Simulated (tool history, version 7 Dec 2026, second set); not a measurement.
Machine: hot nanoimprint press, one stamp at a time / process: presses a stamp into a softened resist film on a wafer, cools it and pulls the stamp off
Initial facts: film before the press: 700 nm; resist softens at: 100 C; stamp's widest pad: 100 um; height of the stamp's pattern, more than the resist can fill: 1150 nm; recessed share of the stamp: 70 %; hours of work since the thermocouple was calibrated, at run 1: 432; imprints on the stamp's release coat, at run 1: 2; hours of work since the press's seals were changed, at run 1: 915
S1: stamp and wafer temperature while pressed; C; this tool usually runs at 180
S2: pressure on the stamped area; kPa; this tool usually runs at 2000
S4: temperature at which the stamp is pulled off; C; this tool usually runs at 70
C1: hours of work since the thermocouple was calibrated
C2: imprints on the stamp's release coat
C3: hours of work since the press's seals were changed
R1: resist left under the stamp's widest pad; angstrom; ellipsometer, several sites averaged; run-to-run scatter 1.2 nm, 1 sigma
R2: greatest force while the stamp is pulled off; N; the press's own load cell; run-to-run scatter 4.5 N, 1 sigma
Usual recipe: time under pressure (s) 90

run 1 hour=0.0 | S1=180 S2=2000 time_under_pressure_(s)=90 S4=70 | C1=432 C2=2 C3=915 | R1=2765 R2=226
run 2 hour=34.1 | S1=180 S2=2960 time_under_pressure_(s)=90 S4=70 | C1=447 C2=97 C3=930 | R1=2241 R2=211
-- hour=59.6 plate thermocouple calibrated
run 3 hour=92.7 | S1=180 S2=2960 time_under_pressure_(s)=90 S4=70 | C1=15 C2=252 C3=955 | R1=2252 R2=222
run 4 hour=128.8 | S1=180 S2=2960 time_under_pressure_(s)=90 S4=61 | C1=31 C2=352 C3=971 | R1=2261 R2=274
run 5 hour=160.0 | S1=185 S2=2000 time_under_pressure_(s)=90 S4=70 | C1=45 C2=439 C3=985 | R1=2314 R2=225
run 6 hour=225.7 | S1=185 S2=2000 time_under_pressure_(s)=90 S4=70 | C1=75 C2=622 C3=1015 | R1=2290 R2=221
-- hour=237.6 stamp cleaned and given a new release coat
run 7 hour=267.3 | S1=172 S2=2000 time_under_pressure_(s)=90 S4=70 | C1=91 C2=82 C3=1031 | R1=3713 R2=218
run 8 hour=337.1 | S1=172 S2=2000 time_under_pressure_(s)=90 S4=70 | C1=122 C2=277 C3=1062 | R1=3724 R2=223
run 9 hour=380.9 | S1=172 S2=2000 time_under_pressure_(s)=90 S4=70 | C1=142 C2=399 C3=1082 | R1=3724 R2=224
run 10 hour=419.5 | S1=172 S2=2000 time_under_pressure_(s)=90 S4=70 | C1=159 C2=506 C3=1099 | R1=3750 R2=220
run 11 hour=450.7 | S1=180 S2=2000 time_under_pressure_(s)=90 S4=70 | C1=173 C2=593 C3=1113 | R1=2760 R2=227
-- hour=471.9 stamp cleaned and given a new release coat
run 12 hour=515.7 | S1=180 S2=2000 time_under_pressure_(s)=90 S4=70 | C1=200 C2=122 C3=1140 | R1=2777 R2=221
run 13 hour=573.5 | S1=180 S2=2000 time_under_pressure_(s)=90 S4=70 | C1=226 C2=283 C3=1166 | R1=2769 R2=224
run 14 hour=614.2 | S1=180 S2=1600 time_under_pressure_(s)=132 S4=76 | C1=244 C2=396 C3=1184 | R1=2684 R2=186
run 15 hour=687.4 | S1=173 S2=1320 time_under_pressure_(s)=132 S4=76 | C1=277 C2=600 C3=1217 | R1=3793 R2=185
-- hour=709.6 stamp cleaned and given a new release coat
run 16 hour=729.1 | S1=177 S2=2590 time_under_pressure_(s)=97 S4=64 | C1=293 C2=54 C3=1233 | R1=2638 R2=264
run 17 hour=789.8 | S1=177 S2=2590 time_under_pressure_(s)=97 S4=64 | C1=320 C2=223 C3=1261 | R1=2650 R2=253
run 18 hour=857.8 | S1=180 S2=3190 time_under_pressure_(s)=90 S4=70 | C1=351 C2=413 C3=1291 | R1=2154 R2=215
run 19 hour=918.4 | S1=180 S2=3190 time_under_pressure_(s)=90 S4=70 | C1=378 C2=581 C3=1318 | R1=2169 R2=225
-- hour=943.3 stamp cleaned and given a new release coat
run 20 hour=988.5 | S1=180 S2=2650 time_under_pressure_(s)=90 S4=70 | C1=407 C2=126 C3=1347 | R1=2397 R2=218
run 21 hour=1036.9 | S1=180 S2=2150 time_under_pressure_(s)=60 S4=70 | C1=429 C2=261 C3=1369 | R1=3089 R2=228
-- hour=1065.2 press's hydraulic seals changed and the load cell set to zero
run 22 hour=1080.6 | S1=180 S2=2150 time_under_pressure_(s)=60 S4=70 | C1=445 C2=360 C3=7 | R1=3100 R2=218
-- hour=1111.7 plate thermocouple calibrated
run 23 hour=1153.3 | S1=189 S2=3180 time_under_pressure_(s)=89 S4=57 | C1=19 C2=554 C3=38 | R1=1547 R2=291
-- hour=1190.7 stamp cleaned and given a new release coat
run 24 hour=1198.4 | S1=191 S2=1230 time_under_pressure_(s)=90 S4=70 | C1=36 C2=21 C3=56 | R1=2424 R2=219
run 25 hour=1239.4 | S1=191 S2=1230 time_under_pressure_(s)=90 S4=70 | C1=55 C2=135 C3=74 | R1=2423 R2=226
run 26 hour=1291.5 | S1=176 S2=2550 time_under_pressure_(s)=92 S4=62 | C1=78 C2=280 C3=98 | R1=2811 R2=270

What if the next run were any one of these 5? Each begins from the tool's condition after run 26:
run A hour=1334.1 | S1=170 S2=2000 time_under_pressure_(s)=90 S4=70 | C1=97 C2=399 C3=117 | R1=? R2=?
run B hour=1334.1 | S1=180 S2=2000 time_under_pressure_(s)=129 S4=58 | C1=97 C2=399 C3=117 | R1=? R2=?
run C hour=1334.1 | S1=176 S2=2500 time_under_pressure_(s)=92 S4=62 | C1=97 C2=399 C3=117 | R1=? R2=?
run D hour=1334.1 | S1=176 S2=2550 time_under_pressure_(s)=92 S4=66 | C1=97 C2=399 C3=117 | R1=? R2=?
run E hour=1334.1 | S1=180 S2=2120 time_under_pressure_(s)=90 S4=70 | C1=97 C2=399 C3=117 | R1=? R2=?

run=A R1=3989 R2=219
run=B R1=2409 R2=292
run=C R1=2855 R2=261
run=D R1=2828 R2=246
run=E R1=2683 R2=224
Without the tool's unlogged condition, the same runs would have read:
run=A R1=3990 R2=218
run=B R1=2409 R2=290
run=C R1=2856 R2=260
run=D R1=2829 R2=245
run=E R1=2684 R2=223
